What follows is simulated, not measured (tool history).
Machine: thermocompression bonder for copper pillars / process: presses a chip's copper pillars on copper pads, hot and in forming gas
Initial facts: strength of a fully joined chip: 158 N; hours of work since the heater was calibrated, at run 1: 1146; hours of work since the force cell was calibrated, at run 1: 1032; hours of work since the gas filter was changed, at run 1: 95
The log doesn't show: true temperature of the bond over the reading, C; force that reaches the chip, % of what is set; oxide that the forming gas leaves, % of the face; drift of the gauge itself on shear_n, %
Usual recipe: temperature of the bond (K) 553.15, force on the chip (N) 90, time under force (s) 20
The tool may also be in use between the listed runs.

run   hour  temperature of the bond (K)  force on the chip (N)  time under force (s)  hours of work since the heater was calibrated  hours of work since the force cell was calibrated  hours of work since the gas filter was changed  force that shears a chip off (N)
  1      0                       553.15                     90                    20                                           1146                                               1032                                              95                             111.9
  2   73.9                       553.15                     90                    20                                           1184                                               1069                                             133                             116.2
  3  131.2                       553.15                     90                    20                                           1214                                               1099                                             162                             113.3
  4  192.1                       553.15                     90                    20                                           1245                                               1130                                             193                             112.2
  5  274.4                       553.15                     65                    20                                           1287                                               1172                                             235                              99.1
  6    320                       553.15                     65                    20                                           1310                                               1195                                             259                              95.4
     394.3  -- forming gas filter changed
  7  403.8                       553.15                     90                    20                                           1353                                               1238                                               5                             112.5
  8  467.2                       553.15                     90                    20                                           1385                                               1271                                              37                             112.3
  9  520.9                       553.15                     90                    20                                           1413                                               1298                                              65                             111.9
 10  572.2                       553.15                     90                    20                                           1439                                               1324                                              91                             112.3
 11  606.3                       553.15                     90                    20                                           1457                                               1342                                             109                             113.9
     674.6  -- heater calibrated with a thermocouple chip
 12  676.3                       553.15                     90                    20                                              1                                               1377                                             143                             113.6

What will run 13 give?
 13  731.9                       557.15                     60                    27                                             29                                               1405                                             172                                 ?

force that shears a chip off (N): 106.4
Take away the tool's hidden state, keep the run-to-run variation as it was, and the same run would have given force that shears a chip off (N) 106.8.

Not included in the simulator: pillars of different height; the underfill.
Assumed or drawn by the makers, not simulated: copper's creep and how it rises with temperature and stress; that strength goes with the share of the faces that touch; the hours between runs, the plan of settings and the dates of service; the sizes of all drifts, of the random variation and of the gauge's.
